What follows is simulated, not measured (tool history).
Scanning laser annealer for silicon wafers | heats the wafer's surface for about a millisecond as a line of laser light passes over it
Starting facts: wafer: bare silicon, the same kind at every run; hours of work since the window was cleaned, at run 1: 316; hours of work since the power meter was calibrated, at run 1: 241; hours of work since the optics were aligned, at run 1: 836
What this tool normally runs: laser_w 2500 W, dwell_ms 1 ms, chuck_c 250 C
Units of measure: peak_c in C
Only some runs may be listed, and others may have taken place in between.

run,hour,laser_w,dwell_ms,chuck_c,hours of work since the window was cleaned,hours of work since the power meter was calibrated,hours of work since the optics were aligned,peak_c
1,0,2500,1,250,316,241,836,958
2,13.6,2500,1,250,323,249,843,956
3,23.5,2500,1,250,329,254,848,955
4,39.1,2500,1,250,337,262,857,953
5,48.1,2500,1.01,250,342,267,862,959
6,55.6,2475,1,250,346,271,866,946
7,67.7,2500,0.95,250,352,278,872,935
8,80.7,2500,0.95,279,359,285,879,961
# hour 90.8: window over the wafer cleaned
9,98.9,2500,1.02,250,4,293,888,999
10,109.7,2483,1,250,10,299,894,986
11,123.5,2483,1,250,18,307,901,989
12,133.6,2483,1,250,23,312,907,988
13,141.3,2483,1,250,27,316,911,983
14,151.6,2483,1,250,33,322,916,984
15,162.6,2469,1,250,39,328,922,980
16,178.1,2469,1,250,47,336,930,982
17,192.2,2500,1,250,55,343,938,987
18,207.6,2500,1,250,63,352,946,985
19,215.8,2500,1.12,250,67,356,951,1027
20,222.5,2500,1,250,71,360,954,985
21,233.9,2500,1,250,77,366,960,988
22,246.4,2258,1,285,84,373,967,943
23,259.8,2613,1.13,227,91,380,974,1043
24,269.4,2613,1.13,227,96,385,980,1044
# hour 275.3: optics aligned, line set to its width
25,285.1,2613,1.18,227,102,391,5,1059
26,293.2,2206,1.04,258,106,395,10,915
27,307.2,2206,1.04,258,114,403,17,908
# hour 314.9: optics aligned, line set to its width, once more
28,324.5,2436,0.88,214,120,409,5,879
29,334,2426,1,277,125,414,10,987
30,344.3,2346,1,250,131,420,16,935
31,352.2,2346,1,250,135,424,20,936
32,365.1,2346,1,250,142,431,27,937
33,372.7,2204,0.92,250,146,435,31,864
34,387.1,2240,0.89,252,154,443,39,863
35,394.9,2610,0.95,232,158,447,43,972
36,406.3,2610,0.95,242,164,453,49,980
37,419.5,2705,0.94,252,171,460,56,1019
38,430.2,2705,0.94,252,177,466,62,1012
39,442.2,2183,0.86,222,184,473,68,804
40,449.2,2183,0.86,222,187,476,72,803
41,461.5,2183,0.86,222,194,483,79,801
42,471,2183,0.86,222,199,488,84,804

Subtracting, for every run, the result it would have given without the tool's unlogged condition from the measured result gives the following. The same run-to-run variation enters both numbers; the gauge's scatter may not:
Hidden conditions of the tool in this case: light that passes the window, % of a clean one's; laser's true power over the reading, %; width of the line over the set one, %; drift of the gauge itself on peak_c, C.
run,peak_c
1,-43
2,-44
3,-45
4,-46
5,-47
6,-47
7,-46
8,-48
9,-7
10,-8
11,-8
12,-9
13,-9
14,-10
15,-11
16,-13
17,-14
18,-15
19,-16
20,-16
21,-16
22,-16
23,-21
24,-21
25,-25
26,-20
27,-21
28,-15
29,-17
30,-18
31,-18
32,-19
33,-17
34,-18
35,-23
36,-23
37,-25
38,-26
39,-20
40,-21
41,-22
42,-23

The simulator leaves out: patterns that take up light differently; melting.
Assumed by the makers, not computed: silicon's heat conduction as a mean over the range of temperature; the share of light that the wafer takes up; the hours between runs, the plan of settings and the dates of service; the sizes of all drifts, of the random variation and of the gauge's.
